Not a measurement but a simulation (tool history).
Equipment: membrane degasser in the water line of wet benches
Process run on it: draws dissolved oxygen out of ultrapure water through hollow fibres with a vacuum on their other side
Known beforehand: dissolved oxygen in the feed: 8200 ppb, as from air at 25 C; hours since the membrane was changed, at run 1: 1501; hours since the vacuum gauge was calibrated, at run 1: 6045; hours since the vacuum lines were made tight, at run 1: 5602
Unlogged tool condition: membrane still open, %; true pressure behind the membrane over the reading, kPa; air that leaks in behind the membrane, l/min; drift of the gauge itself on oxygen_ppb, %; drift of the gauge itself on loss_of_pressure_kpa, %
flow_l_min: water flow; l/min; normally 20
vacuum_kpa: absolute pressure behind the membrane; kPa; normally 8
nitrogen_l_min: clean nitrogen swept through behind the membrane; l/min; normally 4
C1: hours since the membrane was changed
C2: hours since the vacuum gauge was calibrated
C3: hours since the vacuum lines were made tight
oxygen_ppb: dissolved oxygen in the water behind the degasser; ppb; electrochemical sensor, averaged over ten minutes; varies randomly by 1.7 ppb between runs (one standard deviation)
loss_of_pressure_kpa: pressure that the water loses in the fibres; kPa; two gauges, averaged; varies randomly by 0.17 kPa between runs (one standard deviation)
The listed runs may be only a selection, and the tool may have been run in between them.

run 1 hour=0 | flow_l_min=20 vacuum_kpa=8 nitrogen_l_min=4 | C1=1501 C2=6045 C3=5602 | oxygen_ppb=167.8 loss_of_pressure_kpa=26.25
run 2 hour=40.5 | flow_l_min=20 vacuum_kpa=8 nitrogen_l_min=4 | C1=1542 C2=6086 C3=5643 | oxygen_ppb=168.9 loss_of_pressure_kpa=26.06
run 3 hour=73.3 | flow_l_min=20 vacuum_kpa=8 nitrogen_l_min=4 | C1=1575 C2=6118 C3=5675 | oxygen_ppb=170.3 loss_of_pressure_kpa=26.13
run 4 hour=104.5 | flow_l_min=20 vacuum_kpa=8 nitrogen_l_min=4 | C1=1606 C2=6149 C3=5707 | oxygen_ppb=167.6 loss_of_pressure_kpa=26.39
run 5 hour=137.8 | flow_l_min=15 vacuum_kpa=8 nitrogen_l_min=4 | C1=1639 C2=6183 C3=5740 | oxygen_ppb=82.9 loss_of_pressure_kpa=19.69
run 6 hour=178.3 | flow_l_min=15 vacuum_kpa=8 nitrogen_l_min=4 | C1=1680 C2=6223 C3=5780 | oxygen_ppb=81.3 loss_of_pressure_kpa=19.74
-- hour=193.3 vacuum gauge calibrated
run 7 hour=200 | flow_l_min=18 vacuum_kpa=8 nitrogen_l_min=4 | C1=1701 C2=7 C3=5802 | oxygen_ppb=131.2 loss_of_pressure_kpa=23.22
run 8 hour=237.7 | flow_l_min=18 vacuum_kpa=8 nitrogen_l_min=4 | C1=1739 C2=44 C3=5839 | oxygen_ppb=130.2 loss_of_pressure_kpa=23.7
run 9 hour=257.3 | flow_l_min=18 vacuum_kpa=8 nitrogen_l_min=4 | C1=1758 C2=64 C3=5859 | oxygen_ppb=130 loss_of_pressure_kpa=23.63
run 10 hour=278.5 | flow_l_min=18 vacuum_kpa=8 nitrogen_l_min=4 | C1=1779 C2=85 C3=5880 | oxygen_ppb=130.7 loss_of_pressure_kpa=23.73
run 11 hour=311.9 | flow_l_min=20 vacuum_kpa=8 nitrogen_l_min=2.36 | C1=1813 C2=119 C3=5914 | oxygen_ppb=205.2 loss_of_pressure_kpa=26.08
run 12 hour=357.6 | flow_l_min=14 vacuum_kpa=7.89 nitrogen_l_min=10.61 | C1=1859 C2=164 C3=5959 | oxygen_ppb=44.8 loss_of_pressure_kpa=18.51

Estimate the outcome of run 13 from the log above:
run 13 hour=376.9 | flow_l_min=14 vacuum_kpa=7.89 nitrogen_l_min=11.16 | C1=1878 C2=184 C3=5978 | oxygen_ppb=? loss_of_pressure_kpa=?

Run 13 measured oxygen_ppb 44.7 ppb, loss_of_pressure_kpa 18.26 kPa.
The same run, on a tool lacking any hidden state, would have yielded oxygen_ppb 44.7 ppb, loss_of_pressure_kpa 18.25 kPa.
